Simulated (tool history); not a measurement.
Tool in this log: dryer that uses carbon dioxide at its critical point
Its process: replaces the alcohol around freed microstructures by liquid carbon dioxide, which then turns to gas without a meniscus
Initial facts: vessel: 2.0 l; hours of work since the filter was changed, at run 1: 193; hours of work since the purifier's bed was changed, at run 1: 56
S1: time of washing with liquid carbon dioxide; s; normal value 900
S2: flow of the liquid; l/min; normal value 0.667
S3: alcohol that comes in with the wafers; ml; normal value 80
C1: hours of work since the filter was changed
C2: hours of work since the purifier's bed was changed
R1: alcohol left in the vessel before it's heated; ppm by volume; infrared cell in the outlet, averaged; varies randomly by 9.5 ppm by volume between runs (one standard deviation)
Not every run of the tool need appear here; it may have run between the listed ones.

run   hour    S1     S2   S3   C1   C2    R1
  1      0   900  0.667   80  193   56   625
  2   11.8   900  1.001   80  199   62    87
  3   27.8   900  1.001   80  206   69    92
  4   38.2   900  1.001   80  212   74    89
  5   50.3   900  1.001   80  217   80    93
  6   66.1   900  0.667   80  225   88   641
  7   82.3   900  0.667   80  233   96   646
  8   91.6   900  0.667   80  238  101   664
  9  108.6   900  0.667   80  246  109   665
 10  123.6   900  0.667   80  253  116   661
 11  131.8   900  0.939   80  257  120   143
 12  142.7   840  0.667   80  263  126   853
 13  152.8   840  0.667   80  268  131   873
 14  164.2   900  0.667   80  273  136   693
 15    181   900  0.667   80  281  144   682
 16  189.9   840  0.667   80  286  149   877
 17  205.9   840  0.667   80  294  157   910
 18  214.2   840  0.667   80  298  161   898
 19  230.1   840  0.667   80  306  168   930
 20  241.1   900  0.667   80  311  174   712
 21  253.3   600  0.565   75  317  180  3878
 22  269.7   660  0.651  116  325  188  3190
 23  278.7   900  0.667   47  329  192   433
 24  288.6   900   0.55   47  334  197   874
 25  300.5   960  0.667  102  340  203   721
 26    313   960  0.667  102  346  209   688
 27  325.3   660  0.667   80  352  215  2076
 28  340.6   900  0.893   80  360  223   212
 29  354.1   960  0.714   37  366  229   225
     370.2  -- inlet filter changed
 30  370.3   900  0.795  101    0  237   337
 31  381.4   900  0.514   59    5  242  1180
 32  388.8   900  0.514   59    9  246  1157
 33  400.1  1320  0.617  116   15  251   225
 34  411.8   600  0.965   30   20  257   271
 35  424.3   840  0.521   26   26  263   642
 36  437.8  1020  0.503   20   33  270   324
 37  446.2   900  0.517  105   37  274  2004
 38  454.2   960  0.871   84   41  278   155
 39    465   720  0.868   80   46  283   499

Here are 5 independent what-if runs from the current tool condition. What would each one return?
  A  474.3  1200  0.667   80  51  288   ?
  B  474.3  1200  0.515   93  51  288   ?
  C  474.3   660  0.436  100  51  288   ?
  D  474.3  1020  0.579  112  51  288   ?
  E  474.3   960  1.113   80  51  288   ?

run    R1
  A   194
  B   643
  C  6492
  D   893
  E    73
Without the tool's unlogged condition, the same runs would have read:
run    R1
  A   136
  B   567
  C  6301
  D   807
  E    22
